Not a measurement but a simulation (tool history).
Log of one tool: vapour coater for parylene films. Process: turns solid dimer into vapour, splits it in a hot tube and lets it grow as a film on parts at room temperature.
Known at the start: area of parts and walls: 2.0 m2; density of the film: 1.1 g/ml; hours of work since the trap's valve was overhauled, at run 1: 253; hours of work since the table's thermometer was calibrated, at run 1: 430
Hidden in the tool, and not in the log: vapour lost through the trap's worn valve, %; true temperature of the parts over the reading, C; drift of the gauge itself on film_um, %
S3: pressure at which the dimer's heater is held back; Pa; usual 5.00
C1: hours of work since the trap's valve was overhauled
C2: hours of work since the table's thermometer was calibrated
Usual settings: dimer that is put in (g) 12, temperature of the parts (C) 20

{"run": 1, "hour": 0.0, "dimer that is put in (g)": 12, "temperature of the parts (C)": 20, "S3": 5.0, "C1": 253, "C2": 430, "thickness of the film (nm)": 2740}
{"run": 2, "hour": 17.3, "dimer that is put in (g)": 19, "temperature of the parts (C)": 20, "S3": 5.0, "C1": 267, "C2": 444, "thickness of the film (nm)": 4280}
{"run": 3, "hour": 35.1, "dimer that is put in (g)": 19, "temperature of the parts (C)": 20, "S3": 5.0, "C1": 282, "C2": 459, "thickness of the film (nm)": 4320}
{"run": 4, "hour": 49.6, "dimer that is put in (g)": 19, "temperature of the parts (C)": 20, "S3": 5.0, "C1": 294, "C2": 470, "thickness of the film (nm)": 4350}
{"run": 5, "hour": 63.1, "dimer that is put in (g)": 12, "temperature of the parts (C)": 20, "S3": 5.0, "C1": 305, "C2": 481, "thickness of the film (nm)": 2740}
{"run": 6, "hour": 75.9, "dimer that is put in (g)": 12, "temperature of the parts (C)": 20, "S3": 5.0, "C1": 315, "C2": 492, "thickness of the film (nm)": 2740}
{"run": 7, "hour": 86.7, "dimer that is put in (g)": 12, "temperature of the parts (C)": 20, "S3": 5.0, "C1": 324, "C2": 501, "thickness of the film (nm)": 2770}
{"run": 8, "hour": 94.1, "dimer that is put in (g)": 12, "temperature of the parts (C)": 29, "S3": 5.0, "C1": 330, "C2": 507, "thickness of the film (nm)": 2010}
{"run": 9, "hour": 108.7, "dimer that is put in (g)": 12, "temperature of the parts (C)": 29, "S3": 5.0, "C1": 342, "C2": 518, "thickness of the film (nm)": 2010}
{"run": 10, "hour": 121.9, "dimer that is put in (g)": 8, "temperature of the parts (C)": 20, "S3": 8.49, "C1": 352, "C2": 529, "thickness of the film (nm)": 1800}
{"run": 11, "hour": 133.9, "dimer that is put in (g)": 7, "temperature of the parts (C)": 20, "S3": 5.0, "C1": 362, "C2": 539, "thickness of the film (nm)": 1580}
{"run": 12, "hour": 151.7, "dimer that is put in (g)": 15, "temperature of the parts (C)": 21, "S3": 5.0, "C1": 377, "C2": 553, "thickness of the film (nm)": 3260}
{"run": 13, "hour": 161.2, "dimer that is put in (g)": 15, "temperature of the parts (C)": 21, "S3": 5.0, "C1": 384, "C2": 561, "thickness of the film (nm)": 3280}
{"run": 14, "hour": 171.5, "dimer that is put in (g)": 5, "temperature of the parts (C)": 15, "S3": 5.0, "C1": 393, "C2": 569, "thickness of the film (nm)": 1350}

3 ways to go on from here, each from the tool as it stands after run 14. What would each give?
{"run": "A", "hour": 182.1, "dimer that is put in (g)": 12, "temperature of the parts (C)": 20, "S3": 5.65, "C1": 401, "C2": 578, "thickness of the film (nm)": "?"}
{"run": "B", "hour": 182.1, "dimer that is put in (g)": 13, "temperature of the parts (C)": 18, "S3": 2.57, "C1": 401, "C2": 578, "thickness of the film (nm)": "?"}
{"run": "C", "hour": 182.1, "dimer that is put in (g)": 16, "temperature of the parts (C)": 15, "S3": 4.01, "C1": 401, "C2": 578, "thickness of the film (nm)": "?"}

run=A thickness_of_the_film_(nm)=2700
run=B thickness_of_the_film_(nm)=3300
run=C thickness_of_the_film_(nm)=4410
Without the tool's hidden state the same runs would have given:
run=A thickness_of_the_film_(nm)=2710
run=B thickness_of_the_film_(nm)=3310
run=C thickness_of_the_film_(nm)=4420

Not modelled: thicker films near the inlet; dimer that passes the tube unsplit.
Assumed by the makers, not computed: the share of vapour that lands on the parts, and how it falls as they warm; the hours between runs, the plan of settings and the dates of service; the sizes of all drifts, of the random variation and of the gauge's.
